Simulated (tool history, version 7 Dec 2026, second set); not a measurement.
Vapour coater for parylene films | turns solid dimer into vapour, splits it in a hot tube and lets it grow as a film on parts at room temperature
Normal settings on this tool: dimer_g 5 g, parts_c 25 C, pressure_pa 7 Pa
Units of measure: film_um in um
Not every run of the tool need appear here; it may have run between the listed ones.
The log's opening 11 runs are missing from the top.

run,hour,dimer_g,parts_c,pressure_pa,hours of work since the trap's valve was overhauled,hours of work since the table's thermometer was calibrated,film_um
12,431.6,5,34,7,71,458,2.36
13,465.5,2,25,7,91,479,1.16
14,505.1,2,25,7,115,502,1.13
15,544.1,2,25,7,138,525,1.14
16,575.4,2,25,7,157,544,1.17
17,598.6,5,25,7,171,558,2.9
18,651.2,5,25,7,202,589,2.84
19,704.6,5,34,10.69,234,621,2.24
20,737.8,5,25,4.57,254,641,3
21,763.1,2,25,2.88,269,656,1.27
# hour 794: trap's valve overhauled
22,808.8,3,20,5.71,9,681,1.94
23,860.3,4,20,5.71,40,712,2.63
24,892.8,5,20,10.63,59,731,3.04
25,918.5,5,29,9.75,74,746,2.53
26,969.5,5,29,9.75,105,777,2.53
27,996.3,5,29,9.75,121,793,2.5
28,1032.8,5,18,2.76,142,815,3.79
29,1084.1,5,18,2.76,173,845,3.72
30,1120.6,3,17,7,195,867,2.05
31,1173,5,25,7,226,898,2.86
32,1222.2,3,20,6.2,255,928,1.95
33,1258.4,3,20,6.2,277,949,1.94

3 ways to go on from here, each from the tool as it stands after run 33. What would each give?
# hour 1274.2: trap's valve overhauled
A,1297.9,7,34,2.8,14,970,?
# hour 1274.2: trap's valve overhauled
B,1297.9,3,32,6.2,14,970,?
# hour 1274.2: trap's valve overhauled
C,1297.9,3,27,2.12,14,970,?

run,film_um
A,3.7
B,1.52
C,1.93
Without the tool's hidden state the same runs would have given:
run,film_um
A,3.69
B,1.52
C,1.93

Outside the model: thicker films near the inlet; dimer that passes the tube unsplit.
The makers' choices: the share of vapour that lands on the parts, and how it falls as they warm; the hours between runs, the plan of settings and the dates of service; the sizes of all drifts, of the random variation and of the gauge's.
